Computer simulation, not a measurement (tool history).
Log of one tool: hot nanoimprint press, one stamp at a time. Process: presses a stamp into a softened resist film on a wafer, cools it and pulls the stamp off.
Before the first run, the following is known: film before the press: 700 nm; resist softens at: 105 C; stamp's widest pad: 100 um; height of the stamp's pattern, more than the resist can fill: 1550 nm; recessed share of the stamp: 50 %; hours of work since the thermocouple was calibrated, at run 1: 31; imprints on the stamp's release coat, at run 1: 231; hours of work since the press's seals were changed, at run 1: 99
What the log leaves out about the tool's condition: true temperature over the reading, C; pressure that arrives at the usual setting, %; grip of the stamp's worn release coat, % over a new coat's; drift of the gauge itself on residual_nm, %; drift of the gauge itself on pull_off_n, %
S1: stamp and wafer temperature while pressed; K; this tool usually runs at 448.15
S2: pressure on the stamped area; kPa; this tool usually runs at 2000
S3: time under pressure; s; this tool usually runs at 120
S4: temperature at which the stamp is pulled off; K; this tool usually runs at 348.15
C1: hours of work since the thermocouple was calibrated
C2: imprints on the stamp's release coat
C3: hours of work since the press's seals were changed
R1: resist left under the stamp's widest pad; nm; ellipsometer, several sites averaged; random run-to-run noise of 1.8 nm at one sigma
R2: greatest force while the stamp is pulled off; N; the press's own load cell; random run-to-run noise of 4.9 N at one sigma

run 1 day=0 | S1=448.15 S2=2000 S3=120 S4=348.15 | C1=31 C2=231 C3=99 | R1=284.2 R2=263
run 2 day=1.558 | S1=448.15 S2=2000 S3=122 S4=348.15 | C1=60 C2=446 C3=128 | R1=283.9 R2=295
-- day=3.454 stamp cleaned and given a new release coat
run 3 day=3.454 | S1=448.15 S2=2000 S3=122 S4=348.15 | C1=90 C2=0 C3=158 | R1=285.5 R2=249
run 4 day=5.183 | S1=448.15 S2=2000 S3=122 S4=348.15 | C1=122 C2=240 C3=190 | R1=283.9 R2=259
run 5 day=6.704 | S1=448.15 S2=2000 S3=123 S4=348.15 | C1=150 C2=450 C3=218 | R1=289.6 R2=286
run 6 day=7.692 | S1=448.15 S2=2000 S3=123 S4=348.15 | C1=168 C2=587 C3=237 | R1=285.6 R2=291
-- day=8.554 stamp cleaned and given a new release coat
run 7 day=9.446 | S1=448.15 S2=2000 S3=120 S4=348.15 | C1=196 C2=123 C3=264 | R1=291.5 R2=253
run 8 day=10.225 | S1=448.15 S2=2000 S3=120 S4=348.15 | C1=210 C2=231 C3=279 | R1=291.7 R2=268
run 9 day=11.292 | S1=448.15 S2=2000 S3=120 S4=348.15 | C1=230 C2=379 C3=298 | R1=290.3 R2=282
run 10 day=12.046 | S1=448.15 S2=2000 S3=120 S4=348.15 | C1=244 C2=483 C3=312 | R1=295.2 R2=294
-- day=13.638 stamp cleaned and given a new release coat
run 11 day=14.004 | S1=448.15 S2=2000 S3=120 S4=339.15 | C1=275 C2=51 C3=344 | R1=297.4 R2=304
run 12 day=15.758 | S1=448.15 S2=2000 S3=120 S4=339.15 | C1=308 C2=294 C3=376 | R1=297.6 R2=312
run 13 day=17.55 | S1=448.15 S2=2000 S3=120 S4=339.15 | C1=341 C2=542 C3=409 | R1=296.5 R2=353
-- day=18.667 stamp cleaned and given a new release coat
run 14 day=19.358 | S1=448.15 S2=2210 S3=120 S4=348.15 | C1=369 C2=95 C3=438 | R1=289 R2=256
run 15 day=20.425 | S1=448.15 S2=2210 S3=120 S4=348.15 | C1=389 C2=243 C3=458 | R1=292.6 R2=268
-- day=21.146 plate thermocouple calibrated
run 16 day=21.579 | S1=448.15 S2=1340 S3=107 S4=345.15 | C1=8 C2=386 C3=477 | R1=373.9 R2=304
run 17 day=23.325 | S1=440.15 S2=2000 S3=86 S4=348.15 | C1=40 C2=628 C3=509 | R1=448.7 R2=321
-- day=23.829 stamp cleaned and given a new release coat
run 18 day=24.404 | S1=440.15 S2=2000 S3=86 S4=348.15 | C1=56 C2=79 C3=524 | R1=448.2 R2=259
run 19 day=25.346 | S1=440.15 S2=2000 S3=106 S4=348.15 | C1=73 C2=210 C3=542 | R1=422.8 R2=271
-- day=25.754 plate thermocouple calibrated, once more
run 20 day=26.225 | S1=454.15 S2=2210 S3=120 S4=348.15 | C1=9 C2=314 C3=556 | R1=225.2 R2=280
run 21 day=27.833 | S1=454.15 S2=2210 S3=120 S4=348.15 | C1=38 C2=537 C3=585 | R1=227.6 R2=295
-- day=29.079 stamp cleaned and given a new release coat
run 22 day=29.212 | S1=454.15 S2=2210 S3=120 S4=348.15 | C1=59 C2=18 C3=606 | R1=225.4 R2=242
run 23 day=30.821 | S1=457.15 S2=1950 S3=69 S4=348.15 | C1=89 C2=241 C3=636 | R1=277.7 R2=265
run 24 day=32.354 | S1=457.15 S2=2280 S3=69 S4=340.15 | C1=117 C2=453 C3=664 | R1=263.6 R2=337
run 25 day=33.733 | S1=457.15 S2=1460 S3=130 S4=337.15 | C1=143 C2=645 C3=689 | R1=242 R2=371
-- day=34.15 stamp cleaned and given a new release coat
run 26 day=35.754 | S1=458.15 S2=3030 S3=112 S4=352.15 | C1=175 C2=223 C3=722 | R1=181.5 R2=232
-- day=37.554 press's hydraulic seals changed and the load cell set to zero
run 27 day=37.892 | S1=458.15 S2=3030 S3=100 S4=352.15 | C1=209 C2=472 C3=6 | R1=190.1 R2=274
-- day=39.6 stamp cleaned and given a new release coat
run 28 day=39.775 | S1=458.15 S2=3030 S3=100 S4=352.15 | C1=239 C2=25 C3=36 | R1=188.8 R2=230

3 ways to go on from here, each from the tool as it stands after run 28. What would each give?
run A day=41.162 | S1=458.15 S2=3030 S3=75 S4=355.15 | C1=264 C2=217 C3=62 | R1=? R2=?
run B day=41.162 | S1=442.15 S2=3030 S3=74 S4=352.15 | C1=264 C2=217 C3=62 | R1=? R2=?
run C day=41.162 | S1=458.15 S2=2080 S3=95 S4=355.15 | C1=264 C2=217 C3=62 | R1=? R2=?

run=A R1=216.7 R2=238
run=B R1=366.1 R2=241
run=C R1=227.3 R2=232
Stripped of hidden state, with their random variation kept, the same runs would have yielded:
run=A R1=207.6 R2=213
run=B R1=350.5 R2=215
run=C R1=218.2 R2=208

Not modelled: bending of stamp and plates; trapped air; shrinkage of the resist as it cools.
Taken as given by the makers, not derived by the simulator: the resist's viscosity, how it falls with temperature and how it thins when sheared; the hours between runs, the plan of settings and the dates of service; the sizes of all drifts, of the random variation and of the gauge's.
